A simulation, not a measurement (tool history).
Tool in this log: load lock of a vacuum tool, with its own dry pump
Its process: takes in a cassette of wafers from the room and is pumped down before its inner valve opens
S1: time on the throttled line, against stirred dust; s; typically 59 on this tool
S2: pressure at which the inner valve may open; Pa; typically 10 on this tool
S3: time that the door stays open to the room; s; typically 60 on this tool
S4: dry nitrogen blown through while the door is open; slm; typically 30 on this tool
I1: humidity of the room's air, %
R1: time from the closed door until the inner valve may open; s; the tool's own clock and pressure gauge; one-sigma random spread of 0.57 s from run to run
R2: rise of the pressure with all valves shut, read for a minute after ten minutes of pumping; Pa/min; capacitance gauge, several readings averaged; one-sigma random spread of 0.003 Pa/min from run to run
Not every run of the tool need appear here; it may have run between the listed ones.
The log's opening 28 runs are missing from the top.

run 29 hour=3577.1 | S1=59 S2=14 S3=160 S4=35 | I1=45.1 | R1=82.2 R2=0.112
run 30 hour=3671.3 | S1=74 S2=13 S3=160 S4=35 | I1=43.1 | R1=95.2 R2=0.105
run 31 hour=3780.6 | S1=59 S2=12 S3=60 S4=12 | I1=45.3 | R1=82.5 R2=0.121
run 32 hour=3950.8 | S1=76 S2=10 S3=39 S4=8 | I1=41.8 | R1=98.4 R2=0.118
run 33 hour=4062.3 | S1=76 S2=10 S3=39 S4=8 | I1=43.1 | R1=98.5 R2=0.118
run 34 hour=4159 | S1=59 S2=7 S3=60 S4=33 | I1=41.4 | R1=85.4 R2=0.109
run 35 hour=4264.2 | S1=59 S2=7 S3=60 S4=33 | I1=46.2 | R1=84.7 R2=0.123
run 36 hour=4414.1 | S1=59 S2=10 S3=31 S4=14 | I1=44.4 | R1=83.5 R2=0.129

What if the next run were any one of these 5? Each begins from the tool's condition after run 36:
run A hour=4586.4 | S1=70 S2=12 S3=171 S4=30 | I1=44.9 | R1=? R2=?
run B hour=4586.4 | S1=70 S2=10 S3=60 S4=30 | I1=47.2 | R1=? R2=?
run C hour=4586.4 | S1=59 S2=7 S3=60 S4=30 | I1=44.6 | R1=? R2=?
run D hour=4586.4 | S1=56 S2=10 S3=31 S4=14 | I1=45.3 | R1=? R2=?
run E hour=4586.4 | S1=83 S2=8 S3=184 S4=30 | I1=43.7 | R1=? R2=?

run=A R1=91.7 R2=0.151
run=B R1=93.9 R2=0.132
run=C R1=85.1 R2=0.128
run=D R1=79.9 R2=0.136
run=E R1=105.7 R2=0.142
Had the tool no hidden state, the same runs would have come out as:
run=A R1=88.2 R2=0.055
run=B R1=90.2 R2=0.035
run=C R1=81 R2=0.032
run=D R1=76 R2=0.04
run=E R1=102.1 R2=0.046
